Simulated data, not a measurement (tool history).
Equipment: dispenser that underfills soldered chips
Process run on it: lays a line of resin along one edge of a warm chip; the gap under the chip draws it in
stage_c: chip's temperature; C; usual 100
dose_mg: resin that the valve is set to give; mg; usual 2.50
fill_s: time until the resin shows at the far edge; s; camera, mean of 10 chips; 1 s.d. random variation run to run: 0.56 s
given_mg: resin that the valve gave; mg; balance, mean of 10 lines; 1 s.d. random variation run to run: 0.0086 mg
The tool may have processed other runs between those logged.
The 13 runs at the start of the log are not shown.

run 14 hour=45.3 | stage_c=109 dose_mg=2.50 | fill_s=35.2 given_mg=2.431
run 15 hour=49.2 | stage_c=109 dose_mg=2.50 | fill_s=40.2 given_mg=2.431
-- hour=49.9 new syringe of resin
run 16 hour=51.7 | stage_c=110 dose_mg=2.50 | fill_s=33.1 given_mg=2.431
run 17 hour=55.4 | stage_c=106 dose_mg=2.63 | fill_s=42.1 given_mg=2.558
-- hour=57.6 new syringe of resin
run 18 hour=58.1 | stage_c=106 dose_mg=2.23 | fill_s=36.0 given_mg=2.138
run 19 hour=62.1 | stage_c=95 dose_mg=3.18 | fill_s=64.1 given_mg=3.076
-- hour=65.3 new syringe of resin
run 20 hour=66.5 | stage_c=86 dose_mg=2.66 | fill_s=84.2 given_mg=2.573
run 21 hour=70.7 | stage_c=95 dose_mg=2.59 | fill_s=66.3 given_mg=2.469
-- hour=73.0 new syringe of resin
run 22 hour=75.1 | stage_c=86 dose_mg=2.17 | fill_s=90.1 given_mg=2.074
run 23 hour=79.1 | stage_c=86 dose_mg=2.17 | fill_s=103.3 given_mg=2.078
-- hour=80.6 new syringe of resin
run 24 hour=83.4 | stage_c=104 dose_mg=2.81 | fill_s=42.7 given_mg=2.682
run 25 hour=87.3 | stage_c=101 dose_mg=2.60 | fill_s=55.9 given_mg=2.478
-- hour=88.2 new syringe of resin
run 26 hour=91.1 | stage_c=87 dose_mg=2.60 | fill_s=86.0 given_mg=2.465
run 27 hour=93.0 | stage_c=106 dose_mg=2.60 | fill_s=42.8 given_mg=2.477
-- hour=95.9 new syringe of resin
run 28 hour=97.8 | stage_c=95 dose_mg=2.50 | fill_s=59.3 given_mg=2.367
run 29 hour=101.3 | stage_c=111 dose_mg=2.24 | fill_s=36.5 given_mg=2.109
-- hour=103.5 new syringe of resin
run 30 hour=104.8 | stage_c=88 dose_mg=2.91 | fill_s=77.9 given_mg=2.762
run 31 hour=108.9 | stage_c=88 dose_mg=2.91 | fill_s=87.8 given_mg=2.765

Here are 5 independent what-if runs from the current tool condition. What would each one return?
-- hour=111.1 new syringe of resin
run A hour=111.7 | stage_c=94 dose_mg=3.16 | fill_s=? given_mg=?
-- hour=111.1 new syringe of resin
run B hour=111.7 | stage_c=103 dose_mg=2.54 | fill_s=? given_mg=?
-- hour=111.1 new syringe of resin
run C hour=111.7 | stage_c=88 dose_mg=3.06 | fill_s=? given_mg=?
-- hour=111.1 new syringe of resin
run D hour=111.7 | stage_c=111 dose_mg=2.17 | fill_s=? given_mg=?
-- hour=111.1 new syringe of resin
run E hour=111.7 | stage_c=111 dose_mg=2.45 | fill_s=? given_mg=?

run=A fill_s=58.7 given_mg=2.979
run=B fill_s=42.3 given_mg=2.400
run=C fill_s=74.7 given_mg=2.891
run=D fill_s=31.9 given_mg=2.045
run=E fill_s=30.3 given_mg=2.307
The same runs, with their run-to-run variation unchanged, on a tool lacking any hidden condition would have given:
run=A fill_s=59.9 given_mg=3.154
run=B fill_s=42.9 given_mg=2.540
run=C fill_s=76.4 given_mg=3.060
run=D fill_s=32.1 given_mg=2.165
run=E fill_s=30.6 given_mg=2.443

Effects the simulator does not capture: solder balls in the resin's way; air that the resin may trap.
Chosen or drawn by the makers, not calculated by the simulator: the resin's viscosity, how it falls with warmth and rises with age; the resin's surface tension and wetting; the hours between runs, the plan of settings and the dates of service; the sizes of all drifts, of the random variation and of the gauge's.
